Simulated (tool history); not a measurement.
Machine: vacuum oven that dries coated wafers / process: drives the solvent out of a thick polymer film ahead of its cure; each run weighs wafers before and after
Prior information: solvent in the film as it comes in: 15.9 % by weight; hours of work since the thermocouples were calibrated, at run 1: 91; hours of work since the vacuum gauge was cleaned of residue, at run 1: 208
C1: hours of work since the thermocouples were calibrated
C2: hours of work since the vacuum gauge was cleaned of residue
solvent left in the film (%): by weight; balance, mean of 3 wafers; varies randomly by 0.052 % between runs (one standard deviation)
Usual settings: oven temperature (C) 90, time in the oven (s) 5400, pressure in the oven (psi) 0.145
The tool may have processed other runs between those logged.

Run 1, hour 0.0: usual settings; C1 91; C2 208. Result: solvent left in the film (%) 1.53.
Run 2, hour 6.2: usual settings but pressure in the oven (psi) 0.086; C1 93; C2 211. Result: solvent left in the film (%) 1.40.
Run 3, hour 12.3: usual settings but pressure in the oven (psi) 0.086; C1 96; C2 213. Result: solvent left in the film (%) 1.27.
Run 4, hour 23.9: usual settings but pressure in the oven (psi) 0.086; C1 101; C2 219. Result: solvent left in the film (%) 1.22.
Run 5, hour 30.8: usual settings but pressure in the oven (psi) 0.086; C1 104; C2 222. Result: solvent left in the film (%) 1.28.
Run 6, hour 41.0: usual settings; C1 109; C2 226. Result: solvent left in the film (%) 1.51.
Run 7, hour 51.3: usual settings but oven temperature (C) 92; C1 114; C2 231. Result: solvent left in the film (%) 1.25.
Run 8, hour 58.9: usual settings but oven temperature (C) 92; C1 117; C2 234. Result: solvent left in the film (%) 1.13.
Run 9, hour 65.4: usual settings but oven temperature (C) 92; C1 120; C2 237. Result: solvent left in the film (%) 1.20.
Run 10, hour 75.2: usual settings; C1 124; C2 242. Result: solvent left in the film (%) 1.60.
Run 11, hour 82.7: usual settings; C1 128; C2 245. Result: solvent left in the film (%) 1.55.
Run 12, hour 90.2: usual settings but oven temperature (C) 85, time in the oven (s) 3900, pressure in the oven (psi) 0.131; C1 131; C2 248. Result: solvent left in the film (%) 4.13.
Run 13, hour 99.1: usual settings but oven temperature (C) 99, pressure in the oven (psi) 0.073; C1 135; C2 252. Result: solvent left in the film (%) 0.35.
Run 14, hour 106.4: usual settings but oven temperature (C) 87, time in the oven (s) 7020, pressure in the oven (psi) 0.292; C1 138; C2 256. Result: solvent left in the film (%) 2.27.
Run 15, hour 113.3: usual settings but oven temperature (C) 100, time in the oven (s) 3900, pressure in the oven (psi) 0.238; C1 142; C2 259. Result: solvent left in the film (%) 0.95.
Run 16, hour 121.0: usual settings but oven temperature (C) 84, time in the oven (s) 5580, pressure in the oven (psi) 0.531; C1 145; C2 262. Result: solvent left in the film (%) 4.85.
Run 17, hour 128.0: usual settings but oven temperature (C) 92; C1 148; C2 265. Result: solvent left in the film (%) 1.17.
Run 18, hour 137.2: usual settings but oven temperature (C) 80, time in the oven (s) 7260, pressure in the oven (psi) 0.329; C1 152; C2 270. Result: solvent left in the film (%) 4.27.
Run 19, hour 142.9: usual settings but oven temperature (C) 103, time in the oven (s) 3180, pressure in the oven (psi) 0.190; C1 155; C2 272. Result: solvent left in the film (%) 0.77.

Consider 5 possible next runs. They are alternatives, not a sequence: every one starts from the tool as it was left by run 19. What does each give?
Run A, hour 155.6: usual settings but oven temperature (C) 79, time in the oven (s) 7980, pressure in the oven (psi) 0.312; C1 161; C2 278. Result: solvent left in the film (%) ?.
Run B, hour 155.6: usual settings but oven temperature (C) 82, time in the oven (s) 5340, pressure in the oven (psi) 0.190; C1 161; C2 278. Result: solvent left in the film (%) ?.
Run C, hour 155.6: usual settings but oven temperature (C) 93, time in the oven (s) 4980, pressure in the oven (psi) 0.277; C1 161; C2 278. Result: solvent left in the film (%) ?.
Run D, hour 155.6: usual settings but oven temperature (C) 103, time in the oven (s) 3180, pressure in the oven (psi) 0.177; C1 161; C2 278. Result: solvent left in the film (%) ?.
Run E, hour 155.6: usual settings but oven temperature (C) 97, time in the oven (s) 3180, pressure in the oven (psi) 0.289; C1 161; C2 278. Result: solvent left in the film (%) ?.

run  solvent left in the film (%)
  A                          4.18
  B                          4.05
  C                          1.71
  D                          0.74
  E                          1.94
What these runs would have given with no unlogged condition in the tool:
run  solvent left in the film (%)
  A                          4.18
  B                          4.05
  C                          1.71
  D                          0.74
  E                          1.94

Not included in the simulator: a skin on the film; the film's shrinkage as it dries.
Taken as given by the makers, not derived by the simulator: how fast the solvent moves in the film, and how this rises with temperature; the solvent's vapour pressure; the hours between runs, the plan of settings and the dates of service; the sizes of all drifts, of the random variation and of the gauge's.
